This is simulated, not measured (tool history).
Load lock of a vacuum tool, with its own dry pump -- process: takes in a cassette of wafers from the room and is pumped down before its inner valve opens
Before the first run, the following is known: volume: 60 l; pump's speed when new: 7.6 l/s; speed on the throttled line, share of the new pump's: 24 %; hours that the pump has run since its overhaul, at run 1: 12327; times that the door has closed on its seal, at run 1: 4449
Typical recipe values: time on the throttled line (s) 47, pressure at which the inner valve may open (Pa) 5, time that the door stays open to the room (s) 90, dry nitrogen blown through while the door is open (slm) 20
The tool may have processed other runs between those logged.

| run | day | time on the throttled line (s) | pressure at which the inner valve may open (Pa) | time that the door stays open to the room (s) | dry nitrogen blown through while the door is open (slm) | hours that the pump has run since its overhaul | times that the door has closed on its seal | incoming humidity of the room's air, % | time from the closed door until the inner valve may open (s) | rise of the pressure with all valves shut (Pa/min) |
|---|---|---|---|---|---|---|---|---|---|---|
| 1 | 0.000 | 47 | 5 | 90 | 20 | 12327 | 4449 | 45.3 | 135.5 | 0.047 |
| 2 | 2.550 | 47 | 5 | 90 | 20 | 12388 | 4510 | 40.6 | 133.2 | 0.042 |
| 3 | 7.604 | 47 | 5 | 90 | 20 | 12509 | 4632 | 44.4 | 133.5 | 0.047 |
| 4 | 12.333 | 47 | 5 | 90 | 20 | 12623 | 4746 | 48.0 | 133.9 | 0.057 |
| 5 | 17.758 | 47 | 9 | 90 | 20 | 12753 | 4876 | 45.5 | 127.1 | 0.050 |
| 6 | 22.729 | 61 | 9 | 90 | 20 | 12872 | 4996 | 48.8 | 139.1 | 0.053 |
| 7 | 28.488 | 61 | 9 | 90 | 20 | 13011 | 5134 | 43.6 | 137.9 | 0.050 |
|  | 32.775 | dry pump taken out, an overhauled one fitted |
| 8 | 33.333 | 61 | 9 | 90 | 20 | 13 | 5245 | 48.3 | 120.5 | 0.049 |
| 9 | 38.342 | 40 | 5 | 90 | 20 | 134 | 5365 | 45.4 | 111.5 | 0.053 |
| 10 | 42.371 | 47 | 5 | 132 | 20 | 230 | 5462 | 45.1 | 115.8 | 0.067 |
| 11 | 46.654 | 47 | 5 | 132 | 20 | 333 | 5565 | 48.5 | 115.5 | 0.070 |
| 12 | 49.554 | 47 | 5 | 90 | 20 | 403 | 5635 | 44.1 | 116.7 | 0.052 |
| 13 | 53.021 | 47 | 5 | 90 | 20 | 486 | 5718 | 42.9 | 116.1 | 0.049 |
| 14 | 55.650 | 47 | 5 | 79 | 20 | 549 | 5781 | 45.6 | 117.8 | 0.050 |
| 15 | 59.758 | 75 | 5 | 90 | 20 | 648 | 5880 | 45.9 | 138.4 | 0.056 |
| 16 | 65.433 | 75 | 5 | 90 | 20 | 784 | 6016 | 42.7 | 138.7 | 0.053 |
| 17 | 71.112 | 47 | 5 | 90 | 20 | 920 | 6153 | 47.4 | 116.6 | 0.053 |
| 18 | 74.662 | 47 | 5 | 90 | 20 | 1005 | 6238 | 43.9 | 116.9 | 0.050 |
| 19 | 79.421 | 47 | 5 | 90 | 20 | 1119 | 6353 | 48.3 | 116.9 | 0.056 |

Expected results for the next run?
| 20 | 82.858 | 47 | 5 | 90 | 20 | 1202 | 6436 | 41.9 | ? | ? |

Run 20 came out at time from the closed door until the inner valve may open (s) 116.2, rise of the pressure with all valves shut (Pa/min) 0.059.
Without the tool's hidden state the same run would have given time from the closed door until the inner valve may open (s) 113.8, rise of the pressure with all valves shut (Pa/min) 0.048.
